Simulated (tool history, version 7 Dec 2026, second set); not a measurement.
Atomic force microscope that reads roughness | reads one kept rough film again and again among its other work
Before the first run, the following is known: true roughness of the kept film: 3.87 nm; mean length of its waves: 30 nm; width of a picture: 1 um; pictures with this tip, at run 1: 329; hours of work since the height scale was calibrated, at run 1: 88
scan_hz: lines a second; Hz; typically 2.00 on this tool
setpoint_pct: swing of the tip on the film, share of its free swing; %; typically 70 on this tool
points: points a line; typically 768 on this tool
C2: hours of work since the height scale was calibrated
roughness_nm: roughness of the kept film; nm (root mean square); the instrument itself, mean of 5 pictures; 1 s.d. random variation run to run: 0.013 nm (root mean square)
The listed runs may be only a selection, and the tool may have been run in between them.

{"run": 1, "day": 0.0, "scan_hz": 2.0, "setpoint_pct": 70, "points": 768, "pictures with this tip": 329, "C2": 88, "roughness_nm": 2.29}
{"run": 2, "day": 0.45, "scan_hz": 2.0, "setpoint_pct": 70, "points": 768, "pictures with this tip": 338, "C2": 93, "roughness_nm": 2.253}
{"day": 0.833, "done": "new tip fitted"}
{"run": 3, "day": 0.95, "scan_hz": 2.0, "setpoint_pct": 70, "points": 768, "pictures with this tip": 2, "C2": 98, "roughness_nm": 2.988}
{"run": 4, "day": 1.412, "scan_hz": 2.0, "setpoint_pct": 88, "points": 768, "pictures with this tip": 12, "C2": 104, "roughness_nm": 2.569}
{"run": 5, "day": 1.996, "scan_hz": 2.0, "setpoint_pct": 88, "points": 768, "pictures with this tip": 24, "C2": 110, "roughness_nm": 2.552}
{"run": 6, "day": 2.358, "scan_hz": 2.0, "setpoint_pct": 88, "points": 768, "pictures with this tip": 31, "C2": 115, "roughness_nm": 2.511}
{"run": 7, "day": 2.742, "scan_hz": 2.0, "setpoint_pct": 70, "points": 768, "pictures with this tip": 39, "C2": 119, "roughness_nm": 2.849}
{"run": 8, "day": 3.042, "scan_hz": 2.0, "setpoint_pct": 70, "points": 768, "pictures with this tip": 45, "C2": 122, "roughness_nm": 2.85}
{"run": 9, "day": 3.65, "scan_hz": 2.0, "setpoint_pct": 70, "points": 768, "pictures with this tip": 58, "C2": 129, "roughness_nm": 2.804}
{"run": 10, "day": 3.921, "scan_hz": 2.0, "setpoint_pct": 70, "points": 768, "pictures with this tip": 63, "C2": 133, "roughness_nm": 2.81}
{"run": 11, "day": 4.475, "scan_hz": 2.0, "setpoint_pct": 70, "points": 768, "pictures with this tip": 75, "C2": 139, "roughness_nm": 2.78}
{"run": 12, "day": 5.1, "scan_hz": 2.0, "setpoint_pct": 70, "points": 768, "pictures with this tip": 88, "C2": 146, "roughness_nm": 2.747}
{"run": 13, "day": 5.638, "scan_hz": 0.7, "setpoint_pct": 70, "points": 768, "pictures with this tip": 99, "C2": 152, "roughness_nm": 2.878}
{"run": 14, "day": 6.142, "scan_hz": 0.7, "setpoint_pct": 70, "points": 768, "pictures with this tip": 109, "C2": 158, "roughness_nm": 2.887}
{"run": 15, "day": 6.65, "scan_hz": 2.0, "setpoint_pct": 70, "points": 768, "pictures with this tip": 119, "C2": 164, "roughness_nm": 2.656}
{"run": 16, "day": 6.925, "scan_hz": 2.0, "setpoint_pct": 70, "points": 768, "pictures with this tip": 125, "C2": 167, "roughness_nm": 2.663}
{"run": 17, "day": 7.533, "scan_hz": 2.0, "setpoint_pct": 70, "points": 768, "pictures with this tip": 138, "C2": 174, "roughness_nm": 2.657}
{"run": 18, "day": 8.104, "scan_hz": 2.0, "setpoint_pct": 70, "points": 768, "pictures with this tip": 149, "C2": 181, "roughness_nm": 2.601}
{"run": 19, "day": 8.583, "scan_hz": 2.0, "setpoint_pct": 82, "points": 768, "pictures with this tip": 159, "C2": 186, "roughness_nm": 2.376}
{"run": 20, "day": 8.838, "scan_hz": 2.0, "setpoint_pct": 82, "points": 768, "pictures with this tip": 164, "C2": 189, "roughness_nm": 2.37}
{"run": 21, "day": 9.354, "scan_hz": 1.08, "setpoint_pct": 70, "points": 768, "pictures with this tip": 175, "C2": 195, "roughness_nm": 2.698}
{"run": 22, "day": 9.608, "scan_hz": 2.0, "setpoint_pct": 70, "points": 768, "pictures with this tip": 180, "C2": 198, "roughness_nm": 2.553}
{"run": 23, "day": 10.033, "scan_hz": 2.0, "setpoint_pct": 70, "points": 876, "pictures with this tip": 189, "C2": 203, "roughness_nm": 2.527}
{"run": 24, "day": 10.55, "scan_hz": 0.57, "setpoint_pct": 70, "points": 768, "pictures with this tip": 200, "C2": 209, "roughness_nm": 2.679}
{"run": 25, "day": 11.154, "scan_hz": 0.57, "setpoint_pct": 70, "points": 768, "pictures with this tip": 212, "C2": 216, "roughness_nm": 2.652}
{"run": 26, "day": 11.779, "scan_hz": 0.97, "setpoint_pct": 70, "points": 768, "pictures with this tip": 225, "C2": 223, "roughness_nm": 2.585}
{"run": 27, "day": 12.167, "scan_hz": 0.56, "setpoint_pct": 77, "points": 827, "pictures with this tip": 233, "C2": 228, "roughness_nm": 2.59}
{"run": 28, "day": 12.696, "scan_hz": 2.21, "setpoint_pct": 70, "points": 768, "pictures with this tip": 244, "C2": 234, "roughness_nm": 2.395}
{"run": 29, "day": 13.054, "scan_hz": 2.21, "setpoint_pct": 73, "points": 449, "pictures with this tip": 251, "C2": 238, "roughness_nm": 2.333}
{"run": 30, "day": 13.367, "scan_hz": 2.21, "setpoint_pct": 73, "points": 449, "pictures with this tip": 258, "C2": 242, "roughness_nm": 2.316}
{"run": 31, "day": 13.683, "scan_hz": 2.21, "setpoint_pct": 73, "points": 449, "pictures with this tip": 264, "C2": 245, "roughness_nm": 2.319}
{"run": 32, "day": 14.042, "scan_hz": 0.52, "setpoint_pct": 81, "points": 367, "pictures with this tip": 272, "C2": 249, "roughness_nm": 2.483}
{"run": 33, "day": 14.408, "scan_hz": 2.0, "setpoint_pct": 70, "points": 580, "pictures with this tip": 279, "C2": 254, "roughness_nm": 2.359}
{"run": 34, "day": 14.883, "scan_hz": 1.04, "setpoint_pct": 59, "points": 389, "pictures with this tip": 289, "C2": 259, "roughness_nm": 2.508}
{"run": 35, "day": 15.267, "scan_hz": 1.31, "setpoint_pct": 59, "points": 475, "pictures with this tip": 297, "C2": 263, "roughness_nm": 2.471}
{"run": 36, "day": 15.838, "scan_hz": 2.0, "setpoint_pct": 62, "points": 600, "pictures with this tip": 309, "C2": 270, "roughness_nm": 2.395}
{"run": 37, "day": 16.167, "scan_hz": 2.0, "setpoint_pct": 66, "points": 557, "pictures with this tip": 315, "C2": 274, "roughness_nm": 2.345}
{"run": 38, "day": 16.467, "scan_hz": 1.02, "setpoint_pct": 76, "points": 740, "pictures with this tip": 322, "C2": 277, "roughness_nm": 2.339}
{"run": 39, "day": 17.079, "scan_hz": 2.3, "setpoint_pct": 85, "points": 531, "pictures with this tip": 334, "C2": 284, "roughness_nm": 1.961}
{"run": 40, "day": 17.617, "scan_hz": 2.3, "setpoint_pct": 85, "points": 531, "pictures with this tip": 345, "C2": 291, "roughness_nm": 1.953}
{"day": 17.683, "done": "new tip fitted"}
{"run": 41, "day": 18.229, "scan_hz": 2.0, "setpoint_pct": 70, "points": 684, "pictures with this tip": 12, "C2": 297, "roughness_nm": 2.881}
{"run": 42, "day": 18.538, "scan_hz": 2.16, "setpoint_pct": 90, "points": 379, "pictures with this tip": 18, "C2": 301, "roughness_nm": 2.412}
{"run": 43, "day": 19.017, "scan_hz": 2.16, "setpoint_pct": 90, "points": 379, "pictures with this tip": 28, "C2": 306, "roughness_nm": 2.389}
{"run": 44, "day": 19.421, "scan_hz": 2.16, "setpoint_pct": 90, "points": 379, "pictures with this tip": 36, "C2": 311, "roughness_nm": 2.384}
{"run": 45, "day": 19.742, "scan_hz": 1.0, "setpoint_pct": 77, "points": 865, "pictures with this tip": 43, "C2": 315, "roughness_nm": 2.885}
{"run": 46, "day": 20.142, "scan_hz": 2.62, "setpoint_pct": 56, "points": 555, "pictures with this tip": 51, "C2": 319, "roughness_nm": 2.935}
{"run": 47, "day": 20.625, "scan_hz": 2.62, "setpoint_pct": 56, "points": 555, "pictures with this tip": 61, "C2": 325, "roughness_nm": 2.919}
{"run": 48, "day": 21.092, "scan_hz": 3.41, "setpoint_pct": 70, "points": 850, "pictures with this tip": 70, "C2": 330, "roughness_nm": 2.586}
{"run": 49, "day": 21.708, "scan_hz": 3.41, "setpoint_pct": 70, "points": 850, "pictures with this tip": 83, "C2": 338, "roughness_nm": 2.553}
{"run": 50, "day": 22.158, "scan_hz": 3.41, "setpoint_pct": 70, "points": 850, "pictures with this tip": 93, "C2": 343, "roughness_nm": 2.529}
{"run": 51, "day": 22.712, "scan_hz": 0.55, "setpoint_pct": 70, "points": 418, "pictures with this tip": 104, "C2": 349, "roughness_nm": 2.87}
{"run": 52, "day": 23.104, "scan_hz": 2.0, "setpoint_pct": 57, "points": 964, "pictures with this tip": 112, "C2": 354, "roughness_nm": 2.81}

Forecast each of these 5 alternatives for the next run:
{"run": "A", "day": 23.592, "scan_hz": 0.73, "setpoint_pct": 58, "points": 365, "pictures with this tip": 122, "C2": 359, "roughness_nm": "?"}
{"run": "B", "day": 23.592, "scan_hz": 3.64, "setpoint_pct": 59, "points": 503, "pictures with this tip": 122, "C2": 359, "roughness_nm": "?"}
{"run": "C", "day": 23.592, "scan_hz": 2.0, "setpoint_pct": 56, "points": 677, "pictures with this tip": 122, "C2": 359, "roughness_nm": "?"}
{"run": "D", "day": 23.592, "scan_hz": 2.0, "setpoint_pct": 80, "points": 964, "pictures with this tip": 122, "C2": 359, "roughness_nm": "?"}
{"run": "E", "day": 23.592, "scan_hz": 2.3, "setpoint_pct": 70, "points": 768, "pictures with this tip": 122, "C2": 359, "roughness_nm": "?"}

run=A roughness_nm=2.840
run=B roughness_nm=2.649
run=C roughness_nm=2.812
run=D roughness_nm=2.466
run=E roughness_nm=2.615
Without the tool's unlogged condition, the same runs would have read:
run=A roughness_nm=3.206
run=B roughness_nm=2.990
run=C roughness_nm=3.175
run=D roughness_nm=2.784
run=E roughness_nm=2.951

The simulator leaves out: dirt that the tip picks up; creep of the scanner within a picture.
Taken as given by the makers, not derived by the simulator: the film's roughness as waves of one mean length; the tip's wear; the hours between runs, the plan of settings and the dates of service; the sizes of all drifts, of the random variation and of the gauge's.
